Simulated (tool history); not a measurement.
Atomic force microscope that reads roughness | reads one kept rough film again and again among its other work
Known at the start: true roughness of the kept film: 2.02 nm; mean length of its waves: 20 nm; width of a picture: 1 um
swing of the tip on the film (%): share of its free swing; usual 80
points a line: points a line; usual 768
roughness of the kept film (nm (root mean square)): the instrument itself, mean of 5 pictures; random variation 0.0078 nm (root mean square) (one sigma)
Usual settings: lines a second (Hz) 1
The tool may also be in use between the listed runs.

run    hour  lines a second (Hz)  swing of the tip on the film (%)  points a line  roughness of the kept film (nm (root mean square))
  1       0                    1                                80            768                                               1.687
  2    25.4                    1                                80            768                                               1.589
  3    72.4                 1.18                                80            768                                               1.433
  4   119.3                 1.18                                80            768                                               1.319
      148.8  -- new tip fitted
  5     156                    1                                80            768                                               1.651
  6   205.7                    1                                80            684                                               1.504
  7   229.1                    1                                80            684                                               1.436
  8   264.2                    1                                80            278                                               1.298
  9   285.3                    1                                80            278                                               1.258
      300.4  -- new tip fitted
 10   320.4                    1                                80            278                                               1.591
 11   347.2                    1                                80            278                                               1.492
 12   391.5                    1                                80            278                                                1.36
 13   419.9                 1.31                                80            278                                               1.265
 14   448.3                 1.31                                80            278                                               1.221
      453.2  -- new tip fitted
 15     499                    1                                80            768                                               1.544
 16   529.2                    1                                80            768                                               1.468
 17   575.8                    1                                80            397                                               1.337
      606.4  -- new tip fitted
 18   609.8                    1                                80            397                                               1.661
 19   632.5                    1                                80            397                                               1.579
 20   654.8                    1                                80            397                                                1.52
 21   687.4                    1                                80            397                                               1.412
 22   732.7                    1                                80            397                                               1.307
      755.2  -- new tip fitted
 23   755.2                    1                                80            768                                               1.696
 24   778.5                    1                                80            768                                               1.603
 25   821.4                    1                                80            768                                               1.471
 26   863.5                    1                                80            768                                               1.367
      905.2  -- new tip fitted
 27   905.2                    1                                80            768                                               1.675
 28   935.3                 0.51                                87            768                                               1.623
 29   978.4                 0.52                                77            286                                               1.463
 30  1005.3                 1.17                                89            755                                               1.294
 31  1049.9                 0.64                                73            302                                               1.302
     1058.1  -- new tip fitted
 32  1073.7                    1                                80            278                                               1.564
 33  1118.1                 1.78                                63            849                                               1.511
 34    1148                 1.72                                80            377                                               1.306
 35    1176                 1.55                                87            419                                                 1.2
     1179.4  -- height scale calibrated on a step standard
     1208.7  -- new tip fitted
 36  1212.7                 2.29                                87            507                                               1.421
 37  1235.3                 1.21                                69            376                                               1.615
 38  1264.8                 1.21                                69            376                                               1.529
 39  1301.3                 1.21                                69            376                                               1.407
     1324.4  -- height scale calibrated on a step standard, once more
 40  1350.2                 2.24                                70            581                                               1.243
       1359  -- new tip fitted
 41  1376.4                 0.54                                80            319                                               1.639
 42  1407.5                 1.75                                80            455                                               1.427
 43  1434.1                 1.75                                80            455                                               1.349
 44  1464.1                 1.75                                80            455                                                1.28
     1509.2  -- new tip fitted
 45  1514.4                 0.59                                66            969                                               1.771
 46  1542.9                 0.59                                66            969                                               1.665
 47  1565.5                 0.69                                78            328                                               1.521
 48  1588.3                 2.89                                80            412                                               1.251
 49  1637.1                 3.76                                82            282                                               1.025
     1658.4  -- new tip fitted
 50  1659.2                  2.3                                80            275                                               1.489
 51  1685.7                 0.98                                83            275                                               1.545

The same runs without the tool's hidden state, with the same run-to-run variation:
The hidden state here: radius of the tip, nm; height scale over the true one, %; drift of the gauge itself on roughness_nm, %.
run  roughness of the kept film (nm (root mean square))
  1                                               1.699
  2                                               1.689
  3                                               1.667
  4                                               1.659
  5                                               1.684
  6                                               1.689
  7                                               1.692
  8                                               1.631
  9                                               1.641
 10                                               1.655
 11                                               1.639
 12                                               1.637
 13                                                 1.6
 14                                               1.616
 15                                               1.683
 16                                               1.694
 17                                               1.676
 18                                               1.671
 19                                               1.666
 20                                               1.675
 21                                               1.665
 22                                               1.667
 23                                               1.691
 24                                               1.683
 25                                               1.683
 26                                               1.688
 27                                               1.676
 28                                               1.728
 29                                                1.71
 30                                                1.59
 31                                               1.724
 32                                               1.631
 33                                               1.727
 34                                               1.583
 35                                               1.535
 36                                               1.438
 37                                               1.711
 38                                                1.72
 39                                               1.706
 40                                               1.645
 41                                               1.702
 42                                                1.58
 43                                               1.579
 44                                               1.578
 45                                               1.795
 46                                               1.787
 47                                               1.706
 48                                               1.461
 49                                               1.316
 50                                               1.494
 51                                               1.635
